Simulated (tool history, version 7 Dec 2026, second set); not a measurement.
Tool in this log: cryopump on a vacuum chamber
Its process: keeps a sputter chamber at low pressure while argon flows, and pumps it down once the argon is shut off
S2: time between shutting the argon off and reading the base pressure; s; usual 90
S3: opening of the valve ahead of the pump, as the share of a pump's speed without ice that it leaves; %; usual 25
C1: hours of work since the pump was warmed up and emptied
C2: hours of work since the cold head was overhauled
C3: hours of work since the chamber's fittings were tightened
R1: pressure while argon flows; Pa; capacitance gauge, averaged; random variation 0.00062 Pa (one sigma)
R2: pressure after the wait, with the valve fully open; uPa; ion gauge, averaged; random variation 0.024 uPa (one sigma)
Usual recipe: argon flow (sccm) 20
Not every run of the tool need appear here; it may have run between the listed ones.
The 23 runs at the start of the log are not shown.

Run 24, hour 1057.1: usual settings but argon flow (sccm) 16, S2 110 s, S3 36 %; C1 171; C2 2023; C3 1575. Result: R1 0.0540 Pa, R2 3.24 uPa.
Run 25, hour 1105.8: usual settings but argon flow (sccm) 15, S2 110 s, S3 56 %; C1 200; C2 2051; C3 1604. Result: R1 0.0354 Pa, R2 3.28 uPa.
At hour 1143.7: leaking fittings of the chamber tightened, without venting.
Run 26, hour 1144.0: usual settings but argon flow (sccm) 11, S2 225 s; C1 221; C2 2073; C3 0. Result: R1 0.0536 Pa, R2 0.53 uPa.
Run 27, hour 1183.7: usual settings but argon flow (sccm) 17, S2 225 s, S3 27 %; C1 244; C2 2096; C3 23. Result: R1 0.0777 Pa, R2 0.57 uPa.
Run 28, hour 1216.5: usual settings but argon flow (sccm) 17, S2 190 s, S3 24 %; C1 263; C2 2115; C3 42. Result: R1 0.0871 Pa, R2 0.75 uPa.
Run 29, hour 1272.5: usual settings but argon flow (sccm) 17, S2 190 s, S3 24 %; C1 295; C2 2147; C3 75. Result: R1 0.0869 Pa, R2 0.75 uPa.
Run 30, hour 1299.3: usual settings but argon flow (sccm) 39, S2 75 s, S3 38 %; C1 311; C2 2163; C3 91. Result: R1 0.1325 Pa, R2 1.31 uPa.
Run 31, hour 1356.4: usual settings but argon flow (sccm) 39, S2 75 s, S3 38 %; C1 344; C2 2196; C3 124. Result: R1 0.1340 Pa, R2 1.35 uPa.
Run 32, hour 1415.0: usual settings but S2 218 s, S3 19 %; C1 378; C2 2230; C3 158. Result: R1 0.1308 Pa, R2 0.94 uPa.
Run 33, hour 1466.0: usual settings but argon flow (sccm) 36, S3 19 %; C1 408; C2 2260; C3 188. Result: R1 0.2371 Pa, R2 1.41 uPa.
Run 34, hour 1498.8: usual settings but S3 38 %; C1 427; C2 2279; C3 207. Result: R1 0.0709 Pa, R2 1.46 uPa.

Predict each of these 4 candidate next runs independently; none follows another, all start after run 34:
At hour 1533.0: pump warmed up, emptied and cooled again.
Run A, hour 1565.1: usual settings but S3 30 %; C1 19; C2 2315; C3 242. Result: R1 ?, R2 ?.
At hour 1533.0: pump warmed up, emptied and cooled again.
Run B, hour 1565.1: usual settings but argon flow (sccm) 18, S2 58 s, S3 35 %; C1 19; C2 2315; C3 242. Result: R1 ?, R2 ?.
At hour 1533.0: pump warmed up, emptied and cooled again.
Run C, hour 1565.1: usual settings but S3 30 %; C1 19; C2 2315; C3 242. Result: R1 ?, R2 ?.
At hour 1533.0: pump warmed up, emptied and cooled again.
Run D, hour 1565.1: usual settings but S2 24 s; C1 19; C2 2315; C3 242. Result: R1 ?, R2 ?.

run      R1    R2
  A  0.0769  1.25
  B  0.0604  1.65
  C  0.0775  1.30
  D  0.0935  3.18
What these runs would have given with no unlogged condition in the tool:
run      R1    R2
  A  0.0762  0.86
  B  0.0598  1.27
  C  0.0768  0.91
  D  0.0928  2.79

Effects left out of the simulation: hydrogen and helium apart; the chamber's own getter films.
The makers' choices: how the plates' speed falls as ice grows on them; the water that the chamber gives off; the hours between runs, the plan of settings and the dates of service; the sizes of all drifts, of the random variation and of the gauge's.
